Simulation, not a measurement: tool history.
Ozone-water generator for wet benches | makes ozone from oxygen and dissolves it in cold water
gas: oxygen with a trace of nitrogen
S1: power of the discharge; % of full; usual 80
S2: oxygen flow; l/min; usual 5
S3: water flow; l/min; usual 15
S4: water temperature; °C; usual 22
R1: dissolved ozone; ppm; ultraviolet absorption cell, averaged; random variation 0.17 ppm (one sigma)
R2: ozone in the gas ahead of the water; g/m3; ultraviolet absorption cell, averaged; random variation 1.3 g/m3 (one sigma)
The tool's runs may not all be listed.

run 1 hour=0 | S1=80 S2=5 S3=15 S4=22 | R1=22.8 R2=231.6
run 2 hour=27.3 | S1=80 S2=5 S3=15 S4=22 | R1=22.6 R2=231.7
run 3 hour=68.6 | S1=51 S2=5 S3=15 S4=22 | R1=14.8 R2=150.8
run 4 hour=90.3 | S1=51 S2=5 S3=15 S4=22 | R1=14.8 R2=152.4
run 5 hour=114.3 | S1=51 S2=5 S3=15 S4=22 | R1=14.6 R2=151.1
run 6 hour=140.8 | S1=51 S2=5 S3=15 S4=22 | R1=14.8 R2=152.2
run 7 hour=161.7 | S1=51 S2=5 S3=15 S4=22 | R1=14.7 R2=150.8
run 8 hour=206.1 | S1=58 S2=5 S3=15 S4=22 | R1=16.7 R2=170.7
run 9 hour=243.8 | S1=80 S2=5 S3=15 S4=14 | R1=25.3 R2=228.5
run 10 hour=284 | S1=80 S2=5 S3=15 S4=22 | R1=22.3 R2=229
run 11 hour=319.5 | S1=80 S2=5 S3=15 S4=22 | R1=22.9 R2=228.5
run 12 hour=355.7 | S1=60 S2=5 S3=15 S4=22 | R1=16.9 R2=174
run 13 hour=378.4 | S1=60 S2=5 S3=15 S4=22 | R1=17.2 R2=174.1
run 14 hour=420.8 | S1=45 S2=5 S3=15 S4=22 | R1=13.3 R2=132
run 15 hour=444.9 | S1=80 S2=3.97 S3=15 S4=22 | R1=21.6 R2=246.7
run 16 hour=484.7 | S1=80 S2=5 S3=15 S4=23 | R1=21.9 R2=225.6
-- hour=501.1 gauge calibrated
run 17 hour=512.4 | S1=80 S2=5 S3=15 S4=23 | R1=22.3 R2=231.3
run 18 hour=537.7 | S1=75 S2=5.4 S3=15 S4=22 | R1=21.4 R2=212.2
run 19 hour=560.5 | S1=75 S2=5.4 S3=15 S4=22 | R1=21.2 R2=210.6
run 20 hour=589.7 | S1=75 S2=5.4 S3=15 S4=22 | R1=21.1 R2=212.1
run 21 hour=609.5 | S1=75 S2=5.4 S3=15 S4=22 | R1=21.3 R2=212.2
-- hour=632.8 contactor cleaned
run 22 hour=646.1 | S1=75 S2=5.4 S3=15 S4=22 | R1=21.4 R2=210.1
run 23 hour=683.7 | S1=75 S2=5.4 S3=15 S4=27 | R1=19.3 R2=210.8
run 24 hour=714.2 | S1=75 S2=5.4 S3=15 S4=27 | R1=19.4 R2=210.5
run 25 hour=741.7 | S1=63 S2=3.09 S3=16 S4=19 | R1=16.3 R2=215.6
run 26 hour=776.4 | S1=80 S2=3.55 S3=21 S4=22 | R1=15.3 R2=256.1
run 27 hour=801.8 | S1=80 S2=3.55 S3=21 S4=22 | R1=14.8 R2=258.2
run 28 hour=821.4 | S1=80 S2=3.55 S3=15 S4=22 | R1=21.5 R2=258.4
run 29 hour=851.1 | S1=54 S2=5.88 S3=15 S4=15 | R1=17.9 R2=149.3
run 30 hour=880.7 | S1=73 S2=5 S3=15 S4=30 | R1=18 R2=208
run 31 hour=921.4 | S1=73 S2=5 S3=18 S4=17 | R1=18.9 R2=208.3
run 32 hour=954.4 | S1=55 S2=3.28 S3=15 S4=22 | R1=15 R2=184.9
run 33 hour=974.3 | S1=80 S2=2.97 S3=15 S4=19 | R1=21.3 R2=271.4

4 ways to go on from here, each from the tool as it stands after run 33. What would each give?
run A hour=996.8 | S1=80 S2=2.97 S3=15 S4=25 | R1=? R2=?
run B hour=996.8 | S1=92 S2=2.97 S3=9 S4=15 | R1=? R2=?
run C hour=996.8 | S1=80 S2=5.71 S3=15 S4=19 | R1=? R2=?
run D hour=996.8 | S1=80 S2=6.13 S3=15 S4=23 | R1=? R2=?

run=A R1=19.7 R2=271.4
run=B R1=41.3 R2=310.8
run=C R1=24.3 R2=214.2
run=D R1=22.4 R2=209.9
Without the tool's hidden state the same runs would have given:
run=A R1=19.7 R2=279.8
run=B R1=41.4 R2=320.4
run=C R1=24.3 R2=220.8
run=D R1=22.4 R2=216.4
